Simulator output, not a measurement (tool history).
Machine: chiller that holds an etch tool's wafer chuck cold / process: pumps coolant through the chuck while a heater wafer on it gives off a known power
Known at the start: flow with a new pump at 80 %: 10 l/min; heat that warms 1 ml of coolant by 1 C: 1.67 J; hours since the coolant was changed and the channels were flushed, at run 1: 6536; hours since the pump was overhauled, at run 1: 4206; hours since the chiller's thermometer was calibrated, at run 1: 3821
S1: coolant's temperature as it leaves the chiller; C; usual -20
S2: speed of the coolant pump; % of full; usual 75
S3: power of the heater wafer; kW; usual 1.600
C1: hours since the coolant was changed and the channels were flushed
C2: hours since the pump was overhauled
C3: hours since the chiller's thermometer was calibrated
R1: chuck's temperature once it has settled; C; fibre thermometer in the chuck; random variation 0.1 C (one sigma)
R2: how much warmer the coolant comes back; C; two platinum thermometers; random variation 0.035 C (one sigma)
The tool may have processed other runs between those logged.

run    hour   S1  S2     S3    C1    C2    C3     R1    R2
  1     0.0  -20  75  1.600  6536  4206  3821   -6.7  6.13
       84.2  -- coolant changed, channels flushed
  2   127.5  -20  75  1.600    43  4327  3943   -6.6  6.14
  3   202.4  -20  75  1.600   118  4402  4018   -6.8  6.04
  4   291.1  -20  75  1.600   207  4491  4106   -6.6  6.06
  5   355.3  -20  75  1.600   271  4555  4171   -6.8  6.08
  6   465.8  -23  75  1.600   382  4665  4281   -9.7  6.09
  7   527.0  -23  75  1.600   443  4727  4342   -9.7  6.02
  8   612.5  -23  75  1.600   528  4812  4428   -9.6  6.02
  9   722.7  -23  75  1.600   639  4922  4538   -9.7  6.02
      815.4  -- chiller's thermometer calibrated
 10   853.2  -23  75  1.600   768  5052    38   -9.5  5.95
 11   976.9  -23  75  1.600   892  5176   161   -9.8  5.95
 12  1097.1  -23  75  1.600  1012  5296   282   -9.7  5.93
     1175.9  -- gauge calibrated
 13  1225.1  -23  75  1.600  1140  5424   410   -9.7  6.18
 14  1314.3  -23  75  1.600  1229  5513   499   -9.6  6.10
 15  1432.7  -23  75  1.600  1348  5631   617   -9.7  6.18
 16  1513.8  -23  75  1.600  1429  5712   698   -9.7  6.10
 17  1614.4  -23  75  1.600  1529  5813   799   -9.6  6.14
 18  1733.1  -24  75  1.600  1648  5932   918  -10.7  6.02
 19  1800.9  -18  62  1.713  1716  6000   986   -1.6  7.90

Forecast run 20:
 20  1877.8  -18  62  1.713  1793  6076  1062   ?   ?

Run 20 yielded R1 -1.5 C, R2 7.94 C.
Had the tool carried no hidden state, the very same run would have given R1 -1.5 C, R2 8.08 C.
